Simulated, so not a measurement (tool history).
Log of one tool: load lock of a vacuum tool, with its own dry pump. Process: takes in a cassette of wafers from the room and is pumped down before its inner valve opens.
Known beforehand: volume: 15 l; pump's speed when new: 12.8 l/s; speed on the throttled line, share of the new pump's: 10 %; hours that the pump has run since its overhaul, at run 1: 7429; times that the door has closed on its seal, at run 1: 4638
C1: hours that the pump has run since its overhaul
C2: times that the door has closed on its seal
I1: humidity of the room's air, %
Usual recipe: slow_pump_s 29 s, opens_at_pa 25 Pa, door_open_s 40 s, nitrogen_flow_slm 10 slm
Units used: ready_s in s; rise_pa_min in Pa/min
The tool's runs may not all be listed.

run 1 hour=0.0 | slow_pump_s=29 opens_at_pa=25 door_open_s=40 nitrogen_flow_slm=10 | C1=7429 C2=4638 | I1=43.4 | ready_s=36.8 rise_pa_min=0.078
run 2 hour=109.2 | slow_pump_s=29 opens_at_pa=25 door_open_s=40 nitrogen_flow_slm=10 | C1=7539 C2=4750 | I1=46.8 | ready_s=36.7 rise_pa_min=0.075
run 3 hour=217.3 | slow_pump_s=29 opens_at_pa=25 door_open_s=53 nitrogen_flow_slm=10 | C1=7647 C2=4861 | I1=46.4 | ready_s=36.8 rise_pa_min=0.087
run 4 hour=269.7 | slow_pump_s=29 opens_at_pa=25 door_open_s=40 nitrogen_flow_slm=10 | C1=7699 C2=4914 | I1=48.7 | ready_s=36.9 rise_pa_min=0.080
run 5 hour=377.5 | slow_pump_s=29 opens_at_pa=25 door_open_s=40 nitrogen_flow_slm=8 | C1=7807 C2=5025 | I1=45.8 | ready_s=36.6 rise_pa_min=0.083
run 6 hour=424.3 | slow_pump_s=29 opens_at_pa=25 door_open_s=40 nitrogen_flow_slm=10 | C1=7854 C2=5073 | I1=44.9 | ready_s=36.7 rise_pa_min=0.078
run 7 hour=498.5 | slow_pump_s=22 opens_at_pa=25 door_open_s=40 nitrogen_flow_slm=10 | C1=7928 C2=5149 | I1=45.6 | ready_s=30.4 rise_pa_min=0.081
run 8 hour=573.5 | slow_pump_s=22 opens_at_pa=25 door_open_s=40 nitrogen_flow_slm=10 | C1=8003 C2=5226 | I1=49.7 | ready_s=30.4 rise_pa_min=0.084
run 9 hour=632.9 | slow_pump_s=22 opens_at_pa=25 door_open_s=40 nitrogen_flow_slm=10 | C1=8062 C2=5287 | I1=47.7 | ready_s=30.4 rise_pa_min=0.082
run 10 hour=695.9 | slow_pump_s=29 opens_at_pa=25 door_open_s=40 nitrogen_flow_slm=16 | C1=8125 C2=5352 | I1=43.8 | ready_s=36.8 rise_pa_min=0.076
run 11 hour=784.7 | slow_pump_s=29 opens_at_pa=25 door_open_s=40 nitrogen_flow_slm=41 | C1=8214 C2=5443 | I1=46.1 | ready_s=37.0 rise_pa_min=0.057
run 12 hour=892.5 | slow_pump_s=29 opens_at_pa=25 door_open_s=40 nitrogen_flow_slm=41 | C1=8322 C2=5553 | I1=44.6 | ready_s=36.9 rise_pa_min=0.064
run 13 hour=976.1 | slow_pump_s=29 opens_at_pa=25 door_open_s=40 nitrogen_flow_slm=41 | C1=8405 C2=5639 | I1=45.1 | ready_s=36.9 rise_pa_min=0.062
run 14 hour=1081.9 | slow_pump_s=29 opens_at_pa=25 door_open_s=91 nitrogen_flow_slm=10 | C1=8511 C2=5748 | I1=48.8 | ready_s=36.7 rise_pa_min=0.119
run 15 hour=1181.0 | slow_pump_s=40 opens_at_pa=25 door_open_s=40 nitrogen_flow_slm=10 | C1=8610 C2=5849 | I1=42.9 | ready_s=46.4 rise_pa_min=0.080
run 16 hour=1259.9 | slow_pump_s=29 opens_at_pa=25 door_open_s=40 nitrogen_flow_slm=10 | C1=8689 C2=5930 | I1=42.0 | ready_s=36.7 rise_pa_min=0.076
run 17 hour=1333.5 | slow_pump_s=29 opens_at_pa=25 door_open_s=40 nitrogen_flow_slm=10 | C1=8763 C2=6006 | I1=41.7 | ready_s=36.9 rise_pa_min=0.080
run 18 hour=1431.3 | slow_pump_s=29 opens_at_pa=25 door_open_s=40 nitrogen_flow_slm=10 | C1=8861 C2=6106 | I1=48.3 | ready_s=36.9 rise_pa_min=0.083
run 19 hour=1496.2 | slow_pump_s=18 opens_at_pa=25 door_open_s=40 nitrogen_flow_slm=10 | C1=8926 C2=6173 | I1=43.2 | ready_s=26.9 rise_pa_min=0.084
run 20 hour=1563.2 | slow_pump_s=18 opens_at_pa=25 door_open_s=40 nitrogen_flow_slm=10 | C1=8993 C2=6241 | I1=44.3 | ready_s=26.9 rise_pa_min=0.088
run 21 hour=1648.4 | slow_pump_s=15 opens_at_pa=25 door_open_s=40 nitrogen_flow_slm=10 | C1=9078 C2=6329 | I1=43.5 | ready_s=24.3 rise_pa_min=0.079
run 22 hour=1718.2 | slow_pump_s=29 opens_at_pa=25 door_open_s=40 nitrogen_flow_slm=18 | C1=9148 C2=6400 | I1=46.4 | ready_s=36.7 rise_pa_min=0.075
run 23 hour=1790.5 | slow_pump_s=29 opens_at_pa=25 door_open_s=40 nitrogen_flow_slm=18 | C1=9220 C2=6474 | I1=43.1 | ready_s=37.0 rise_pa_min=0.081
run 24 hour=1886.6 | slow_pump_s=29 opens_at_pa=43 door_open_s=40 nitrogen_flow_slm=31 | C1=9316 C2=6573 | I1=45.8 | ready_s=36.3 rise_pa_min=0.075
run 25 hour=1989.9 | slow_pump_s=29 opens_at_pa=43 door_open_s=40 nitrogen_flow_slm=31 | C1=9419 C2=6679 | I1=46.3 | ready_s=36.4 rise_pa_min=0.073
run 26 hour=2088.5 | slow_pump_s=29 opens_at_pa=43 door_open_s=40 nitrogen_flow_slm=31 | C1=9518 C2=6780 | I1=41.5 | ready_s=36.2 rise_pa_min=0.066
run 27 hour=2190.5 | slow_pump_s=54 opens_at_pa=20 door_open_s=86 nitrogen_flow_slm=11 | C1=9620 C2=6885 | I1=44.5 | ready_s=59.9 rise_pa_min=0.118
run 28 hour=2294.6 | slow_pump_s=28 opens_at_pa=27 door_open_s=115 nitrogen_flow_slm=18 | C1=9724 C2=6992 | I1=45.6 | ready_s=35.7 rise_pa_min=0.125
run 29 hour=2361.6 | slow_pump_s=37 opens_at_pa=27 door_open_s=51 nitrogen_flow_slm=18 | C1=9791 C2=7060 | I1=44.7 | ready_s=44.0 rise_pa_min=0.092
run 30 hour=2452.4 | slow_pump_s=50 opens_at_pa=19 door_open_s=54 nitrogen_flow_slm=30 | C1=9882 C2=7154 | I1=44.8 | ready_s=55.9 rise_pa_min=0.079
run 31 hour=2516.3 | slow_pump_s=29 opens_at_pa=28 door_open_s=106 nitrogen_flow_slm=10 | C1=9946 C2=7219 | I1=42.6 | ready_s=36.9 rise_pa_min=0.127
run 32 hour=2575.7 | slow_pump_s=18 opens_at_pa=19 door_open_s=74 nitrogen_flow_slm=36 | C1=10005 C2=7280 | I1=46.6 | ready_s=27.5 rise_pa_min=0.088
run 33 hour=2690.2 | slow_pump_s=29 opens_at_pa=25 door_open_s=120 nitrogen_flow_slm=35 | C1=10120 C2=7397 | I1=44.1 | ready_s=36.7 rise_pa_min=0.103
run 34 hour=2776.5 | slow_pump_s=29 opens_at_pa=18 door_open_s=120 nitrogen_flow_slm=10 | C1=10206 C2=7486 | I1=45.7 | ready_s=37.4 rise_pa_min=0.139
run 35 hour=2872.7 | slow_pump_s=48 opens_at_pa=30 door_open_s=73 nitrogen_flow_slm=16 | C1=10302 C2=7585 | I1=43.4 | ready_s=53.9 rise_pa_min=0.101
run 36 hour=2966.7 | slow_pump_s=19 opens_at_pa=30 door_open_s=126 nitrogen_flow_slm=40 | C1=10396 C2=7681 | I1=50.3 | ready_s=27.8 rise_pa_min=0.111
run 37 hour=3062.2 | slow_pump_s=27 opens_at_pa=21 door_open_s=86 nitrogen_flow_slm=4 | C1=10492 C2=7779 | I1=44.4 | ready_s=35.6 rise_pa_min=0.134
run 38 hour=3113.2 | slow_pump_s=27 opens_at_pa=21 door_open_s=86 nitrogen_flow_slm=4 | C1=10543 C2=7831 | I1=45.7 | ready_s=35.4 rise_pa_min=0.132

What would each run have given without the hidden state, its run-to-run variation left as it was?
Unlogged tool condition in this case: pump's speed, % of a new pump's; leak at the door's seal, Pa l/s; drift of the gauge itself on ready_s, %; drift of the gauge itself on rise_pa_min, %.
run=1 ready_s=36.2 rise_pa_min=0.057
run=2 ready_s=36.0 rise_pa_min=0.054
run=3 ready_s=36.1 rise_pa_min=0.066
run=4 ready_s=36.2 rise_pa_min=0.058
run=5 ready_s=35.9 rise_pa_min=0.060
run=6 ready_s=36.0 rise_pa_min=0.055
run=7 ready_s=29.6 rise_pa_min=0.058
run=8 ready_s=29.6 rise_pa_min=0.060
run=9 ready_s=29.6 rise_pa_min=0.058
run=10 ready_s=36.1 rise_pa_min=0.052
run=11 ready_s=36.2 rise_pa_min=0.032
run=12 ready_s=36.1 rise_pa_min=0.039
run=13 ready_s=36.2 rise_pa_min=0.037
run=14 ready_s=35.9 rise_pa_min=0.092
run=15 ready_s=45.8 rise_pa_min=0.053
run=16 ready_s=36.0 rise_pa_min=0.048
run=17 ready_s=36.1 rise_pa_min=0.052
run=18 ready_s=36.1 rise_pa_min=0.055
run=19 ready_s=26.0 rise_pa_min=0.056
run=20 ready_s=26.0 rise_pa_min=0.059
run=21 ready_s=23.3 rise_pa_min=0.050
run=22 ready_s=35.9 rise_pa_min=0.045
run=23 ready_s=36.2 rise_pa_min=0.051
run=24 ready_s=35.5 rise_pa_min=0.044
run=25 ready_s=35.6 rise_pa_min=0.042
run=26 ready_s=35.4 rise_pa_min=0.034
run=27 ready_s=59.2 rise_pa_min=0.085
run=28 ready_s=34.8 rise_pa_min=0.091
run=29 ready_s=43.2 rise_pa_min=0.058
run=30 ready_s=55.2 rise_pa_min=0.045
run=31 ready_s=36.0 rise_pa_min=0.093
run=32 ready_s=26.4 rise_pa_min=0.052
run=33 ready_s=35.8 rise_pa_min=0.068
run=34 ready_s=36.4 rise_pa_min=0.103
run=35 ready_s=53.2 rise_pa_min=0.065
run=36 ready_s=26.8 rise_pa_min=0.075
run=37 ready_s=34.5 rise_pa_min=0.096
run=38 ready_s=34.3 rise_pa_min=0.094
